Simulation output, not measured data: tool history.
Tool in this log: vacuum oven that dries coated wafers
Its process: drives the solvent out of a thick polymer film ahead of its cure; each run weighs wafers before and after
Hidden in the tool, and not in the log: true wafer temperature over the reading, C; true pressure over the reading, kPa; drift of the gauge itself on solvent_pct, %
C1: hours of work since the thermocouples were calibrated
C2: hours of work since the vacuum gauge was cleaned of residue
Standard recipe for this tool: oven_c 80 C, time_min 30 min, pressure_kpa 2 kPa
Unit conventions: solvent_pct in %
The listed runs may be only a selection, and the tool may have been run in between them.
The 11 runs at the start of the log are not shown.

{"run": 12, "hour": 125.3, "oven_c": 74, "time_min": 30, "pressure_kpa": 2, "C1": 626, "C2": 180, "solvent_pct": 6.68}
{"run": 13, "hour": 134.0, "oven_c": 80, "time_min": 30, "pressure_kpa": 2, "C1": 631, "C2": 185, "solvent_pct": 4.5}
{"run": 14, "hour": 148.7, "oven_c": 80, "time_min": 30, "pressure_kpa": 2, "C1": 640, "C2": 193, "solvent_pct": 4.51}
{"run": 15, "hour": 164.0, "oven_c": 80, "time_min": 30, "pressure_kpa": 2, "C1": 649, "C2": 202, "solvent_pct": 4.53}
{"run": 16, "hour": 175.2, "oven_c": 80, "time_min": 30, "pressure_kpa": 2, "C1": 655, "C2": 208, "solvent_pct": 4.52}
{"hour": 177.9, "done": "oven's thermocouples calibrated"}
{"run": 17, "hour": 190.5, "oven_c": 80, "time_min": 30, "pressure_kpa": 2, "C1": 7, "C2": 216, "solvent_pct": 4.37}
{"run": 18, "hour": 202.8, "oven_c": 80, "time_min": 30, "pressure_kpa": 2, "C1": 14, "C2": 223, "solvent_pct": 4.41}
{"run": 19, "hour": 216.5, "oven_c": 80, "time_min": 27, "pressure_kpa": 2, "C1": 22, "C2": 231, "solvent_pct": 5.02}
{"run": 20, "hour": 230.5, "oven_c": 77, "time_min": 30, "pressure_kpa": 2, "C1": 30, "C2": 239, "solvent_pct": 5.43}
{"run": 21, "hour": 238.4, "oven_c": 77, "time_min": 30, "pressure_kpa": 2, "C1": 35, "C2": 243, "solvent_pct": 5.41}
{"run": 22, "hour": 250.1, "oven_c": 77, "time_min": 17, "pressure_kpa": 5.37, "C1": 41, "C2": 250, "solvent_pct": 10.61}
{"hour": 261.4, "done": "oven's thermocouples calibrated, once more"}
{"run": 23, "hour": 262.8, "oven_c": 77, "time_min": 17, "pressure_kpa": 5.37, "C1": 1, "C2": 256, "solvent_pct": 11.22}
{"run": 24, "hour": 275.5, "oven_c": 93, "time_min": 39, "pressure_kpa": 2, "C1": 8, "C2": 263, "solvent_pct": 1.08}
{"run": 25, "hour": 286.8, "oven_c": 81, "time_min": 27, "pressure_kpa": 2, "C1": 15, "C2": 270, "solvent_pct": 5.2}
{"run": 26, "hour": 293.2, "oven_c": 80, "time_min": 37, "pressure_kpa": 3.09, "C1": 18, "C2": 273, "solvent_pct": 4.29}
{"run": 27, "hour": 302.2, "oven_c": 80, "time_min": 37, "pressure_kpa": 3.09, "C1": 23, "C2": 279, "solvent_pct": 4.28}
{"run": 28, "hour": 311.4, "oven_c": 74, "time_min": 30, "pressure_kpa": 2, "C1": 29, "C2": 284, "solvent_pct": 7.18}
{"run": 29, "hour": 322.4, "oven_c": 80, "time_min": 30, "pressure_kpa": 4.26, "C1": 35, "C2": 290, "solvent_pct": 6}
{"run": 30, "hour": 333.3, "oven_c": 80, "time_min": 16, "pressure_kpa": 5.14, "C1": 41, "C2": 296, "solvent_pct": 10.3}
{"run": 31, "hour": 344.2, "oven_c": 80, "time_min": 26, "pressure_kpa": 1.37, "C1": 47, "C2": 303, "solvent_pct": 5.53}
{"run": 32, "hour": 359.7, "oven_c": 80, "time_min": 26, "pressure_kpa": 1.37, "C1": 56, "C2": 312, "solvent_pct": 5.55}
{"run": 33, "hour": 367.4, "oven_c": 92, "time_min": 19, "pressure_kpa": 4.06, "C1": 61, "C2": 316, "solvent_pct": 4.4}
{"run": 34, "hour": 383.0, "oven_c": 84, "time_min": 29, "pressure_kpa": 2.02, "C1": 70, "C2": 325, "solvent_pct": 3.82}
{"run": 35, "hour": 389.5, "oven_c": 84, "time_min": 29, "pressure_kpa": 2.02, "C1": 73, "C2": 329, "solvent_pct": 3.81}
{"run": 36, "hour": 396.5, "oven_c": 84, "time_min": 29, "pressure_kpa": 2.02, "C1": 77, "C2": 333, "solvent_pct": 3.81}

Here are 3 independent what-if runs from the current tool condition. What would each one return?
{"run": "A", "hour": 404.0, "oven_c": 92, "time_min": 29, "pressure_kpa": 2.05, "C1": 82, "C2": 337, "solvent_pct": "?"}
{"run": "B", "hour": 404.0, "oven_c": 80, "time_min": 30, "pressure_kpa": 6.78, "C1": 82, "C2": 337, "solvent_pct": "?"}
{"run": "C", "hour": 404.0, "oven_c": 91, "time_min": 28, "pressure_kpa": 5.21, "C1": 82, "C2": 337, "solvent_pct": "?"}

run=A solvent_pct=1.89
run=B solvent_pct=7.14
run=C solvent_pct=3.3
Take away the tool's hidden state, keep each run's random variation, and the runs would have read:
run=A solvent_pct=1.87
run=B solvent_pct=7.12
run=C solvent_pct=3.27
